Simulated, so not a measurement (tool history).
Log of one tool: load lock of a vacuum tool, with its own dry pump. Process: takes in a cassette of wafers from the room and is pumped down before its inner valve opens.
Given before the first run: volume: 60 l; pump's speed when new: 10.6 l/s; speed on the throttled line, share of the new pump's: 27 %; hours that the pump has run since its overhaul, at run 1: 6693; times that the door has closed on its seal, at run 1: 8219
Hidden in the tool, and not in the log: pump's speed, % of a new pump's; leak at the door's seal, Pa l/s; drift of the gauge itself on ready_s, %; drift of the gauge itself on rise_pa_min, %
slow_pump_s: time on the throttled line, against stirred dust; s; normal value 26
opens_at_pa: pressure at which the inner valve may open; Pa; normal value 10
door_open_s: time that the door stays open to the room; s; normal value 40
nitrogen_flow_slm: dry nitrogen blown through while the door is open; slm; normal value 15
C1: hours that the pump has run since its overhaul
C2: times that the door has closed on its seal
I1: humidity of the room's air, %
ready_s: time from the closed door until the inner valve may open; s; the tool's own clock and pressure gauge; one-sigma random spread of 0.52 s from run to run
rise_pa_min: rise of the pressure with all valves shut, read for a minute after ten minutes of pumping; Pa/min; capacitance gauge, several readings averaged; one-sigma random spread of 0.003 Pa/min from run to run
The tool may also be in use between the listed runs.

Run 1, hour 0: usual settings; C1 6693; C2 8219; I1 40.4. Result: ready_s 75.9 s, rise_pa_min 0.031 Pa/min.
Run 2, hour 83.6: usual settings but door_open_s 119 s; C1 6777; C2 8344; I1 46.7. Result: ready_s 76.3 s, rise_pa_min 0.045 Pa/min.
Run 3, hour 218.5: usual settings but door_open_s 119 s; C1 6912; C2 8547; I1 45.5. Result: ready_s 75.1 s, rise_pa_min 0.041 Pa/min.
Run 4, hour 367.1: usual settings but door_open_s 119 s; C1 7060; C2 8770; I1 43.3. Result: ready_s 75 s, rise_pa_min 0.044 Pa/min.
Run 5, hour 491.6: usual settings but door_open_s 119 s; C1 7185; C2 8957; I1 45.8. Result: ready_s 75.3 s, rise_pa_min 0.045 Pa/min.
Run 6, hour 664.4: usual settings but nitrogen_flow_slm 16 slm; C1 7357; C2 9216; I1 40.9. Result: ready_s 75.6 s, rise_pa_min 0.032 Pa/min.
Run 7, hour 843.6: usual settings but nitrogen_flow_slm 16 slm; C1 7537; C2 9485; I1 44.2. Result: ready_s 75.6 s, rise_pa_min 0.028 Pa/min.
Run 8, hour 950: usual settings but nitrogen_flow_slm 20 slm; C1 7643; C2 9645; I1 46.7. Result: ready_s 75.2 s, rise_pa_min 0.032 Pa/min.
Run 9, hour 1103.8: usual settings but slow_pump_s 36 s; C1 7797; C2 9876; I1 44.2. Result: ready_s 82.8 s, rise_pa_min 0.038 Pa/min.
Run 10, hour 1186.5: usual settings but slow_pump_s 24 s; C1 7880; C2 10000; I1 44.1. Result: ready_s 74.7 s, rise_pa_min 0.034 Pa/min.
Run 11, hour 1340.9: usual settings; C1 8034; C2 10232; I1 45.6. Result: ready_s 76.2 s, rise_pa_min 0.032 Pa/min.
Run 12, hour 1490.8: usual settings; C1 8184; C2 10457; I1 47.2. Result: ready_s 75.9 s, rise_pa_min 0.033 Pa/min.
Run 13, hour 1639.5: usual settings; C1 8333; C2 10680; I1 42.9. Result: ready_s 76.8 s, rise_pa_min 0.031 Pa/min.
Run 14, hour 1713.7: usual settings; C1 8407; C2 10792; I1 43.9. Result: ready_s 75.4 s, rise_pa_min 0.032 Pa/min.
Run 15, hour 1833.6: usual settings; C1 8527; C2 10972; I1 43.1. Result: ready_s 76.7 s, rise_pa_min 0.034 Pa/min.
Run 16, hour 1951.3: usual settings; C1 8644; C2 11148; I1 41.4. Result: ready_s 76.5 s, rise_pa_min 0.028 Pa/min.
Run 17, hour 2110.6: usual settings; C1 8804; C2 11387; I1 45.1. Result: ready_s 77.4 s, rise_pa_min 0.031 Pa/min.
Run 18, hour 2239.6: usual settings; C1 8933; C2 11581; I1 44.5. Result: ready_s 76.3 s, rise_pa_min 0.03 Pa/min.
Run 19, hour 2312.8: usual settings; C1 9006; C2 11691; I1 45. Result: ready_s 76.8 s, rise_pa_min 0.033 Pa/min.
Run 20, hour 2405.8: usual settings but slow_pump_s 14 s, opens_at_pa 9 Pa, door_open_s 69 s, nitrogen_flow_slm 23 slm; C1 9099; C2 11831; I1 47. Result: ready_s 69 s, rise_pa_min 0.035 Pa/min.
Run 21, hour 2561.5: usual settings but slow_pump_s 14 s, opens_at_pa 9 Pa, door_open_s 69 s, nitrogen_flow_slm 23 slm; C1 9255; C2 12064; I1 47.4. Result: ready_s 69.8 s, rise_pa_min 0.037 Pa/min.
Run 22, hour 2639.5: usual settings but slow_pump_s 14 s, opens_at_pa 9 Pa, door_open_s 69 s, nitrogen_flow_slm 23 slm; C1 9333; C2 12181; I1 45.1. Result: ready_s 69.1 s, rise_pa_min 0.041 Pa/min.
Run 23, hour 2766.7: usual settings but slow_pump_s 14 s, opens_at_pa 14 Pa, door_open_s 69 s, nitrogen_flow_slm 23 slm; C1 9460; C2 12372; I1 47.5. Result: ready_s 66.8 s, rise_pa_min 0.036 Pa/min.
Run 24, hour 2877.1: usual settings but slow_pump_s 52 s, opens_at_pa 15 Pa, door_open_s 69 s, nitrogen_flow_slm 25 slm; C1 9570; C2 12538; I1 44.4. Result: ready_s 93.2 s, rise_pa_min 0.032 Pa/min.
Run 25, hour 3006.7: usual settings but slow_pump_s 37 s, door_open_s 104 s, nitrogen_flow_slm 5 slm; C1 9700; C2 12733; I1 46.8. Result: ready_s 84.5 s, rise_pa_min 0.062 Pa/min.
Run 26, hour 3100.5: usual settings but door_open_s 42 s; C1 9794; C2 12874; I1 45.3. Result: ready_s 76.5 s, rise_pa_min 0.034 Pa/min.
Run 27, hour 3232.1: usual settings but slow_pump_s 50 s, opens_at_pa 13 Pa, door_open_s 149 s; C1 9925; C2 13071; I1 44.5. Result: ready_s 91.8 s, rise_pa_min 0.054 Pa/min.
Run 28, hour 3387.8: usual settings but slow_pump_s 16 s, nitrogen_flow_slm 9 slm; C1 10081; C2 13305; I1 42.9. Result: ready_s 69.7 s, rise_pa_min 0.039 Pa/min.
Run 29, hour 3463.3: usual settings but slow_pump_s 16 s, door_open_s 64 s, nitrogen_flow_slm 10 slm; C1 10156; C2 13418; I1 44.9. Result: ready_s 70.5 s, rise_pa_min 0.045 Pa/min.
Run 30, hour 3606: usual settings but slow_pump_s 16 s, door_open_s 64 s, nitrogen_flow_slm 10 slm; C1 10299; C2 13632; I1 44.4. Result: ready_s 69.7 s, rise_pa_min 0.047 Pa/min.
Run 31, hour 3697.3: usual settings but slow_pump_s 16 s, door_open_s 64 s, nitrogen_flow_slm 10 slm; C1 10390; C2 13769; I1 45.6. Result: ready_s 70.8 s, rise_pa_min 0.046 Pa/min.
Run 32, hour 3864.2: usual settings but slow_pump_s 16 s, door_open_s 64 s, nitrogen_flow_slm 10 slm; C1 10557; C2 14020; I1 45.9. Result: ready_s 70.6 s, rise_pa_min 0.047 Pa/min.
Run 33, hour 4035.9: usual settings but slow_pump_s 16 s, door_open_s 64 s, nitrogen_flow_slm 10 slm; C1 10729; C2 14278; I1 45.3. Result: ready_s 70.2 s, rise_pa_min 0.045 Pa/min.
Run 34, hour 4150.9: usual settings but slow_pump_s 16 s, door_open_s 94 s, nitrogen_flow_slm 10 slm; C1 10844; C2 14450; I1 46.7. Result: ready_s 71.1 s, rise_pa_min 0.057 Pa/min.
Run 35, hour 4294.9: usual settings but nitrogen_flow_slm 27 slm; C1 10988; C2 14666; I1 44.5. Result: ready_s 78.2 s, rise_pa_min 0.027 Pa/min.
Run 36, hour 4443: usual settings but nitrogen_flow_slm 27 slm; C1 11136; C2 14889; I1 44.1. Result: ready_s 78.4 s, rise_pa_min 0.034 Pa/min.
Run 37, hour 4520: usual settings but nitrogen_flow_slm 27 slm; C1 11213; C2 15004; I1 50.1. Result: ready_s 78.6 s, rise_pa_min 0.036 Pa/min.

Consider 3 possible next runs. They are alternatives, not a sequence: every one starts from the tool as it was left by run 37. What does each give?
Run A, hour 4594: usual settings but opens_at_pa 7 Pa, door_open_s 51 s, nitrogen_flow_slm 8 slm; C1 11287; C2 15115; I1 45.7. Result: ready_s ?, rise_pa_min ?.
Run B, hour 4594: usual settings but opens_at_pa 13 Pa, door_open_s 224 s, nitrogen_flow_slm 27 slm; C1 11287; C2 15115; I1 43. Result: ready_s ?, rise_pa_min ?.
Run C, hour 4594: usual settings but slow_pump_s 14 s, opens_at_pa 9 Pa; C1 11287; C2 15115; I1 43.7. Result: ready_s ?, rise_pa_min ?.

run  ready_s  rise_pa_min
  A     80.9        0.046
  B       76        0.053
  C     71.1        0.041
Take away the tool's hidden state, keep each run's random variation, and the runs would have read:
run  ready_s  rise_pa_min
  A     73.8        0.027
  B     69.3        0.035
  C     63.6        0.022

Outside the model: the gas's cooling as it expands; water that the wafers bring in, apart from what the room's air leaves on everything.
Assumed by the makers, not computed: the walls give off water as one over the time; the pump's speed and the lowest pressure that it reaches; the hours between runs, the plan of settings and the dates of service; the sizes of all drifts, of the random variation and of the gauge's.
